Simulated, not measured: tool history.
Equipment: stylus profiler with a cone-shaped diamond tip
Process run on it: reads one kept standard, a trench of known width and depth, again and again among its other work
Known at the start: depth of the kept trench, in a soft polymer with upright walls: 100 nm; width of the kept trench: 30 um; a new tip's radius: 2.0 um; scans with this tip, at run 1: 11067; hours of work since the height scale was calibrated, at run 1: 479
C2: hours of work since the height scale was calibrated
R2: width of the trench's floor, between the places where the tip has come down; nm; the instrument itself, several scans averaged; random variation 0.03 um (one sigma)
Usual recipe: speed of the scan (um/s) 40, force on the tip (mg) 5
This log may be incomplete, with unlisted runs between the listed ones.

run 1 hour=0 | speed_of_the_scan_(um/s)=40 force_on_the_tip_(mg)=5 | scans_with_this_tip=11067 C2=479 | depth_of_the_trench_(Å)=1018.7 R2=28200
run 2 hour=85.8 | speed_of_the_scan_(um/s)=40 force_on_the_tip_(mg)=3.66 | scans_with_this_tip=11326 C2=531 | depth_of_the_trench_(Å)=1015.2 R2=28160
run 3 hour=134 | speed_of_the_scan_(um/s)=40 force_on_the_tip_(mg)=3.66 | scans_with_this_tip=11471 C2=560 | depth_of_the_trench_(Å)=1015.2 R2=28080
run 4 hour=173.5 | speed_of_the_scan_(um/s)=56 force_on_the_tip_(mg)=5 | scans_with_this_tip=11591 C2=584 | depth_of_the_trench_(Å)=1018.1 R2=28120
run 5 hour=257.2 | speed_of_the_scan_(um/s)=40 force_on_the_tip_(mg)=5 | scans_with_this_tip=11843 C2=634 | depth_of_the_trench_(Å)=1018.6 R2=28120
run 6 hour=350.3 | speed_of_the_scan_(um/s)=40 force_on_the_tip_(mg)=5 | scans_with_this_tip=12124 C2=691 | depth_of_the_trench_(Å)=1019.3 R2=28120
run 7 hour=446.3 | speed_of_the_scan_(um/s)=20 force_on_the_tip_(mg)=12.81 | scans_with_this_tip=12414 C2=749 | depth_of_the_trench_(Å)=1033.3 R2=28280
run 8 hour=491.7 | speed_of_the_scan_(um/s)=22 force_on_the_tip_(mg)=6.13 | scans_with_this_tip=12551 C2=776 | depth_of_the_trench_(Å)=1020.6 R2=28170
run 9 hour=568.9 | speed_of_the_scan_(um/s)=22 force_on_the_tip_(mg)=6.13 | scans_with_this_tip=12784 C2=823 | depth_of_the_trench_(Å)=1021.3 R2=28170
run 10 hour=641 | speed_of_the_scan_(um/s)=11 force_on_the_tip_(mg)=10.96 | scans_with_this_tip=13001 C2=866 | depth_of_the_trench_(Å)=1030.6 R2=28240
run 11 hour=681.6 | speed_of_the_scan_(um/s)=11 force_on_the_tip_(mg)=3.26 | scans_with_this_tip=13124 C2=891 | depth_of_the_trench_(Å)=1014.9 R2=28240

What if the next run were any one of these 5? Each begins from the tool's condition after run 11:
run A hour=752.5 | speed_of_the_scan_(um/s)=28 force_on_the_tip_(mg)=4.3 | scans_with_this_tip=13338 C2=934 | depth_of_the_trench_(Å)=? R2=?
run B hour=752.5 | speed_of_the_scan_(um/s)=105 force_on_the_tip_(mg)=14.89 | scans_with_this_tip=13338 C2=934 | depth_of_the_trench_(Å)=? R2=?
run C hour=752.5 | speed_of_the_scan_(um/s)=59 force_on_the_tip_(mg)=1.82 | scans_with_this_tip=13338 C2=934 | depth_of_the_trench_(Å)=? R2=?
run D hour=752.5 | speed_of_the_scan_(um/s)=11 force_on_the_tip_(mg)=2.68 | scans_with_this_tip=13338 C2=934 | depth_of_the_trench_(Å)=? R2=?
run E hour=752.5 | speed_of_the_scan_(um/s)=87 force_on_the_tip_(mg)=3.17 | scans_with_this_tip=13338 C2=934 | depth_of_the_trench_(Å)=? R2=?

run=A depth_of_the_trench_(Å)=1018 R2=28150
run=B depth_of_the_trench_(Å)=1037.2 R2=28090
run=C depth_of_the_trench_(Å)=1011.3 R2=27880
run=D depth_of_the_trench_(Å)=1014.1 R2=28160
run=E depth_of_the_trench_(Å)=1014.7 R2=27820
With no hidden state in the tool, these same runs would have given:
run=A depth_of_the_trench_(Å)=1015.7 R2=28620
run=B depth_of_the_trench_(Å)=1034.9 R2=28560
run=C depth_of_the_trench_(Å)=1009 R2=28350
run=D depth_of_the_trench_(Å)=1011.9 R2=28630
run=E depth_of_the_trench_(Å)=1012.4 R2=28290

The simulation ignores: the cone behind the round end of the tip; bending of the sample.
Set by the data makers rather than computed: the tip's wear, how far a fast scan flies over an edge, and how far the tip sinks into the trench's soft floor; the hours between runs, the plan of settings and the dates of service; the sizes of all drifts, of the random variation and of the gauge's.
